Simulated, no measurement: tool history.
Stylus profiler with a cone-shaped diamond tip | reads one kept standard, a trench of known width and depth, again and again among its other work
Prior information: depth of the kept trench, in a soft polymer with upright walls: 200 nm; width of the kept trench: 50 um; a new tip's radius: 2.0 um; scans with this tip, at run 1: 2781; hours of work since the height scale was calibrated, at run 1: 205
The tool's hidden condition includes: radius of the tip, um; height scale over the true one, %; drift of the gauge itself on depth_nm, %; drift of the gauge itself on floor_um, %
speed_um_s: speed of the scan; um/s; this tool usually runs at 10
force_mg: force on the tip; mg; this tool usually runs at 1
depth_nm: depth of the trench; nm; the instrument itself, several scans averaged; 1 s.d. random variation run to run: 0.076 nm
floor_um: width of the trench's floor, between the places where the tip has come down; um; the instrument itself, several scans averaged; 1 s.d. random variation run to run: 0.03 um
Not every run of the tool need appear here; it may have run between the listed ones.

run	hour	speed_um_s	force_mg	scans with this tip	hours of work since the height scale was calibrated	depth_nm	floor_um
1	0	10	1	2781	205	201.19	48.23
2	45.9	10	1	3035	224	201.19	48.23
3	76.1	10	1	3202	236	201.2	48.25
4	108.6	10	0.44	3382	249	200.61	48.17
5	132.9	10	0.44	3516	259	200.65	48.18
6	174.9	10	0.44	3749	276	200.52	48.11
7	212.4	10	0.44	3957	291	200.54	48.2
8	254.1	10	1.38	4188	309	201.46	48.22
9	299.8	10	1.38	4441	327	201.35	48.16
10	329.2	10	1.38	4604	339	201.34	48.19
11	374.3	10	1	4853	358	201.05	48.17
12	418	10	1	5095	375	201.13	48.25
13	442.7	10	1	5232	385	201.08	48.16
14	494.9	5	1	5521	407	201.19	48.19
15	535.1	10	1	5743	423	201.2	48.22
16	571.5	15	1	5945	438	201.14	48.15
17	597.8	15	1	6091	449	201.05	48.12
18	648.3	9	0.48	6370	469	200.65	48.17
19	699.9	9	0.48	6656	490	200.61	48.17
20	728.7	10	1.13	6815	502	201.24	48.22
21	758.6	4	0.47	6981	514	200.59	48.18
22	806.2	4	0.47	7244	534	200.59	48.19
23	851.1	4	0.47	7493	552	200.61	48.22
24	899.9	4	0.47	7763	572	200.66	48.23
25	924.8	35	0.34	7901	582	200.63	47.92
26	970.9	15	0.5	8156	601	200.78	48.1
27	997.8	15	0.5	8305	612	200.69	48.09
28	1028.6	14	1.88	8476	624	201.64	48.18
29	1063.1	14	0.4	8667	638	200.6	48.13
30	1088.2	5	0.74	8806	649	200.82	48.23
31	1129.2	5	0.74	9033	665	200.83	48.21
32	1159.5	33	0.35	9201	678	200.54	47.94
33	1201.4	6	1.68	9433	695	201.6	48.25

Each row is a separate what-if for the run after 33, all from the same tool condition, not one after another. Results?
A	1254.5	10	2.23	9726	717	?	?
B	1254.5	10	0.34	9726	717	?	?
C	1254.5	23	2.22	9726	717	?	?

run	depth_nm	floor_um
A	201.83	48.21
B	200.51	48.15
C	201.92	48.15
Had the tool no hidden state, the same runs would have come out as:
run	depth_nm	floor_um
A	201.8	48.22
B	200.48	48.16
C	201.89	48.17
